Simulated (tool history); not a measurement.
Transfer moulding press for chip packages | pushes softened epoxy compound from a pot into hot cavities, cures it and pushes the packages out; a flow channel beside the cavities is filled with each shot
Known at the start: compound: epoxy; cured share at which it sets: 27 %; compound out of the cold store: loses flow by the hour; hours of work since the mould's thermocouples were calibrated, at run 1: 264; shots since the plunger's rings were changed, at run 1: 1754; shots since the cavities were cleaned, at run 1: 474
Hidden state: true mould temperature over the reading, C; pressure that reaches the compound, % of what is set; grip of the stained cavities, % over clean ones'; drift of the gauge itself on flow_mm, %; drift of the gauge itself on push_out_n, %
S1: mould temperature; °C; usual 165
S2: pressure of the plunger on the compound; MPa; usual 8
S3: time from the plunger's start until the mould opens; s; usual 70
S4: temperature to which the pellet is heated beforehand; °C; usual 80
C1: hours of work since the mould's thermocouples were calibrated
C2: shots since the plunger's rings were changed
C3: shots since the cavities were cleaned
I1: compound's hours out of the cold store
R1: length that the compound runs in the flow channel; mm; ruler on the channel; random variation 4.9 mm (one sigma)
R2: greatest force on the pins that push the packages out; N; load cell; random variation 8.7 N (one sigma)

{"run": 1, "day": 0.0, "S1": 165, "S2": 8, "S3": 70, "S4": 80, "C1": 264, "C2": 1754, "C3": 474, "I1": 20.1, "R1": 1004, "R2": 508}
{"day": 0.271, "done": "cavities cleaned with cleaning compound and waxed"}
{"run": 2, "day": 0.525, "S1": 165, "S2": 8, "S3": 70, "S4": 82, "C1": 270, "C2": 1888, "C3": 74, "I1": 27, "R1": 946, "R2": 398}
{"run": 3, "day": 1.304, "S1": 165, "S2": 8, "S3": 70, "S4": 72, "C1": 280, "C2": 2112, "C3": 298, "I1": 26.8, "R1": 953, "R2": 504}
{"day": 2.167, "done": "cavities cleaned with cleaning compound and waxed"}
{"run": 4, "day": 2.212, "S1": 165, "S2": 8, "S3": 70, "S4": 72, "C1": 291, "C2": 2357, "C3": 13, "I1": 9.6, "R1": 1047, "R2": 412}
{"run": 5, "day": 2.783, "S1": 165, "S2": 8, "S3": 70, "S4": 80, "C1": 298, "C2": 2521, "C3": 177, "I1": 44.3, "R1": 857, "R2": 409}
{"run": 6, "day": 3.792, "S1": 165, "S2": 8, "S3": 70, "S4": 88, "C1": 311, "C2": 2812, "C3": 468, "I1": 47, "R1": 842, "R2": 470}
{"day": 4.079, "done": "cavities cleaned with cleaning compound and waxed"}
{"run": 7, "day": 4.579, "S1": 165, "S2": 8, "S3": 70, "S4": 80, "C1": 320, "C2": 3022, "C3": 145, "I1": 24.5, "R1": 951, "R2": 432}
{"run": 8, "day": 5.154, "S1": 165, "S2": 8, "S3": 70, "S4": 80, "C1": 327, "C2": 3188, "C3": 311, "I1": 22.9, "R1": 964, "R2": 462}
{"day": 5.675, "done": "plunger's sealing rings changed"}
{"day": 6.033, "done": "cavities cleaned with cleaning compound and waxed"}
{"run": 9, "day": 6.033, "S1": 165, "S2": 8, "S3": 70, "S4": 80, "C1": 337, "C2": 86, "C3": 0, "I1": 44.5, "R1": 873, "R2": 339}
{"run": 10, "day": 6.825, "S1": 165, "S2": 8, "S3": 70, "S4": 80, "C1": 347, "C2": 314, "C3": 228, "I1": 44.6, "R1": 869, "R2": 429}
{"run": 11, "day": 7.658, "S1": 165, "S2": 8, "S3": 70, "S4": 80, "C1": 357, "C2": 556, "C3": 470, "I1": 11.9, "R1": 1052, "R2": 533}
{"day": 7.942, "done": "cavities cleaned with cleaning compound and waxed"}
{"run": 12, "day": 8.458, "S1": 165, "S2": 9.21, "S3": 70, "S4": 80, "C1": 367, "C2": 768, "C3": 149, "I1": 9.2, "R1": 1137, "R2": 439}
{"run": 13, "day": 8.938, "S1": 165, "S2": 9.21, "S3": 70, "S4": 80, "C1": 373, "C2": 906, "C3": 287, "I1": 28.7, "R1": 1018, "R2": 457}
{"day": 9.8, "done": "cavities cleaned with cleaning compound and waxed"}
{"run": 14, "day": 9.962, "S1": 165, "S2": 7.34, "S3": 71, "S4": 77, "C1": 385, "C2": 1184, "C3": 46, "I1": 41.7, "R1": 843, "R2": 363}
{"run": 15, "day": 10.6, "S1": 165, "S2": 7.34, "S3": 71, "S4": 77, "C1": 393, "C2": 1368, "C3": 230, "I1": 29.9, "R1": 895, "R2": 435}
{"day": 10.725, "done": "mould's thermocouples calibrated"}
{"run": 16, "day": 11.396, "S1": 165, "S2": 8.75, "S3": 71, "S4": 77, "C1": 8, "C2": 1573, "C3": 435, "I1": 14.1, "R1": 1088, "R2": 494}
{"day": 11.804, "done": "cavities cleaned with cleaning compound and waxed"}
{"run": 17, "day": 12.133, "S1": 165, "S2": 6.58, "S3": 70, "S4": 80, "C1": 17, "C2": 1769, "C3": 95, "I1": 25.7, "R1": 862, "R2": 399}
{"run": 18, "day": 12.962, "S1": 165, "S2": 6.58, "S3": 70, "S4": 80, "C1": 28, "C2": 2008, "C3": 334, "I1": 42.2, "R1": 780, "R2": 428}
{"day": 13.65, "done": "cavities cleaned with cleaning compound and waxed"}
{"run": 19, "day": 14.054, "S1": 165, "S2": 8, "S3": 64, "S4": 80, "C1": 41, "C2": 2305, "C3": 117, "I1": 16.6, "R1": 994, "R2": 525}
{"run": 20, "day": 14.912, "S1": 165, "S2": 8, "S3": 62, "S4": 84, "C1": 52, "C2": 2552, "C3": 364, "I1": 24.4, "R1": 950, "R2": 629}
{"day": 15.5, "done": "cavities cleaned with cleaning compound and waxed"}
{"run": 21, "day": 15.529, "S1": 165, "S2": 8, "S3": 62, "S4": 84, "C1": 59, "C2": 2713, "C3": 9, "I1": 11.2, "R1": 1017, "R2": 494}
{"day": 15.971, "done": "mould's thermocouples calibrated, once more"}
{"run": 22, "day": 16.596, "S1": 165, "S2": 8, "S3": 62, "S4": 84, "C1": 8, "C2": 2997, "C3": 293, "I1": 37.6, "R1": 885, "R2": 646}
{"run": 23, "day": 17.283, "S1": 165, "S2": 8, "S3": 88, "S4": 73, "C1": 17, "C2": 3195, "C3": 491, "I1": 25.9, "R1": 951, "R2": 352}

Measured less the same run without the tool's hidden state. The same run-to-run variation is in both; the gauge's scatter may not be:
run=1 R1=-21 R2=+114
run=2 R1=-22 R2=+14
run=3 R1=-23 R2=+86
run=4 R1=-28 R2=-25
run=5 R1=-24 R2=+41
run=6 R1=-27 R2=+112
run=7 R1=-32 R2=+32
run=8 R1=-33 R2=+78
run=9 R1=-7 R2=-16
run=10 R1=-8 R2=+57
run=11 R1=-13 R2=+123
run=12 R1=-17 R2=+23
run=13 R1=-15 R2=+63
run=14 R1=-15 R2=-12
run=15 R1=-18 R2=+48
run=16 R1=-26 R2=+83
run=17 R1=-22 R2=-12
run=18 R1=-21 R2=+59
run=19 R1=-30 R2=+3
run=20 R1=-30 R2=+93
run=21 R1=-34 R2=-64
run=22 R1=-24 R2=+143
run=23 R1=-28 R2=+101
